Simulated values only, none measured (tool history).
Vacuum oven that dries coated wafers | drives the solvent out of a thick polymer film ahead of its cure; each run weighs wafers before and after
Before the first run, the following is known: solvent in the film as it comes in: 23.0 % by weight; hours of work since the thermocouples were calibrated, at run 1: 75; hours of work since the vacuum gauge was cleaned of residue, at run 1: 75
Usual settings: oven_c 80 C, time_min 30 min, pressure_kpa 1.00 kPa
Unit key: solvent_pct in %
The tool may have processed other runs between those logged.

run	hour	oven_c	time_min	pressure_kpa	hours of work since the thermocouples were calibrated	hours of work since the vacuum gauge was cleaned of residue	solvent_pct
1	0.0	80	30	1.00	75	75	1.60
2	11.5	80	30	1.00	81	81	1.65
3	25.2	80	31	1.00	87	87	1.48
4	47.1	80	31	1.00	98	98	1.54
5	59.2	80	30	0.69	104	104	1.51
6	74.8	80	30	3.25	111	111	2.57
7	95.8	80	49	3.25	122	122	1.65
8	114.3	80	49	3.25	131	131	1.63
9	131.8	83	49	3.25	139	139	1.37
10	146.5	80	17	2.03	146	146	4.68
11	160.8	80	34	3.99	153	153	2.50
12	179.8	80	34	3.99	163	163	2.58
13	201.1	93	25	3.99	173	173	1.12
14	217.9	80	30	1.02	181	181	1.63
15	230.7	92	15	0.65	187	187	0.80
16	251.3	82	40	2.21	197	197	1.08
17	262.3	70	30	3.70	203	203	7.23

Each row is a separate what-if for the run after 17, all from the same tool condition, not one after another. Results?
A	285.0	80	30	3.84	214	214	?
B	285.0	74	30	3.70	214	214	?
C	285.0	78	30	3.70	214	214	?
D	285.0	81	30	1.12	214	214	?
E	285.0	77	32	0.66	214	214	?

run	solvent_pct
A	2.81
B	5.28
C	3.48
D	1.40
E	2.12
The same runs, with their run-to-run variation unchanged, on a tool lacking any hidden condition would have given:
run	solvent_pct
A	2.80
B	5.26
C	3.46
D	1.39
E	2.10

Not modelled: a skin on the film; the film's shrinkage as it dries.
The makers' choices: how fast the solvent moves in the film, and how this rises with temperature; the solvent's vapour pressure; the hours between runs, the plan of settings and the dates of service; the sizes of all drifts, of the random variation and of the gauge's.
